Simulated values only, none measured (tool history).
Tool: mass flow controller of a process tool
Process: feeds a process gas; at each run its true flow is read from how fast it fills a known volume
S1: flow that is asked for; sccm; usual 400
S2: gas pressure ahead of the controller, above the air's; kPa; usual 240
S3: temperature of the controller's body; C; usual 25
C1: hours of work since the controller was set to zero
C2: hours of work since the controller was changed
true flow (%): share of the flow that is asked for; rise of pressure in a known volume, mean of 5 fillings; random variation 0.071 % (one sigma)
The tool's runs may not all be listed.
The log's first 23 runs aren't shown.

At hour 8531.8: controller exchanged for a calibrated one.
Run 24, hour 8987.7: usual settings but S2 202 kPa; C1 217; C2 217. Result: true flow (%) 99.85.
Run 25, hour 9420.9: usual settings but S1 902 sccm, S2 150 kPa; C1 424; C2 424. Result: true flow (%) 100.02.
Run 26, hour 9715.4: usual settings but S1 902 sccm, S2 150 kPa; C1 565; C2 565. Result: true flow (%) 99.99.
Run 27, hour 9938: usual settings but S1 549 sccm, S2 216 kPa, S3 31 C; C1 671; C2 671. Result: true flow (%) 100.51.
Run 28, hour 10244.3: usual settings; C1 817; C2 817. Result: true flow (%) 100.07.
Run 29, hour 10509.5: usual settings; C1 943; C2 943. Result: true flow (%) 100.1.
Run 30, hour 10864: usual settings but S1 552 sccm, S2 167 kPa, S3 38 C; C1 1112; C2 1112. Result: true flow (%) 100.9.
Run 31, hour 11190.2: usual settings but S1 552 sccm, S2 258 kPa, S3 38 C; C1 1268; C2 1268. Result: true flow (%) 101.22.
Run 32, hour 11459.7: usual settings but S1 124 sccm; C1 1397; C2 1397. Result: true flow (%) 101.91.
Run 33, hour 11952.4: usual settings but S1 124 sccm; C1 1632; C2 1632. Result: true flow (%) 102.37.
Run 34, hour 12468.2: usual settings but S1 205 sccm, S2 148 kPa, S3 24 C; C1 1878; C2 1878. Result: true flow (%) 101.03.
Run 35, hour 12708.7: usual settings but S1 158 sccm, S2 198 kPa, S3 24 C; C1 1992; C2 1992. Result: true flow (%) 101.95.
Run 36, hour 13076.5: usual settings but S1 158 sccm, S2 198 kPa, S3 24 C; C1 2168; C2 2168. Result: true flow (%) 102.1.
Run 37, hour 13381.1: usual settings but S1 178 sccm; C1 2313; C2 2313. Result: true flow (%) 102.1.
Run 38, hour 13747.6: usual settings but S1 178 sccm; C1 2488; C2 2488. Result: true flow (%) 102.18.
Run 39, hour 14144.3: usual settings but S1 250 sccm, S2 186 kPa, S3 26 C; C1 2677; C2 2677. Result: true flow (%) 101.34.
Run 40, hour 14633.8: usual settings but S1 250 sccm, S2 224 kPa, S3 26 C; C1 2910; C2 2910. Result: true flow (%) 101.47.
Run 41, hour 15004.5: usual settings but S3 39 C; C1 3087; C2 3087. Result: true flow (%) 101.66.
Run 42, hour 15496.6: usual settings but S3 39 C; C1 3322; C2 3322. Result: true flow (%) 101.61.
Run 43, hour 15754.5: usual settings but S1 122 sccm, S3 39 C; C1 3445; C2 3445. Result: true flow (%) 106.47.
Run 44, hour 16071.8: usual settings but S1 122 sccm, S3 39 C; C1 3596; C2 3596. Result: true flow (%) 106.91.
Run 45, hour 16389.4: usual settings but S1 494 sccm, S2 273 kPa, S3 26 C; C1 3748; C2 3748. Result: true flow (%) 100.43.
Run 46, hour 16872: usual settings but S1 117 sccm, S2 276 kPa; C1 3978; C2 3978. Result: true flow (%) 106.76.
At hour 17038.1: controller's zero set anew.
Run 47, hour 17390: usual settings but S1 191 sccm, S2 236 kPa, S3 28 C; C1 168; C2 4225. Result: true flow (%) 98.32.

Forecast each of these 3 alternatives for the next run:
Run A, hour 17894.9: usual settings but S1 689 sccm, S2 198 kPa, S3 27 C; C1 409; C2 4466. Result: true flow (%) ?.
Run B, hour 17894.9: usual settings but S1 890 sccm; C1 409; C2 4466. Result: true flow (%) ?.
Run C, hour 17894.9: usual settings but S1 191 sccm, S2 236 kPa, S3 34 C; C1 409; C2 4466. Result: true flow (%) ?.

run  true flow (%)
  A          98.26
  B          98.37
  C          98.93
Without the tool's hidden state the same runs would have given:
run  true flow (%)
  A          99.83
  B          99.98
  C         100.09
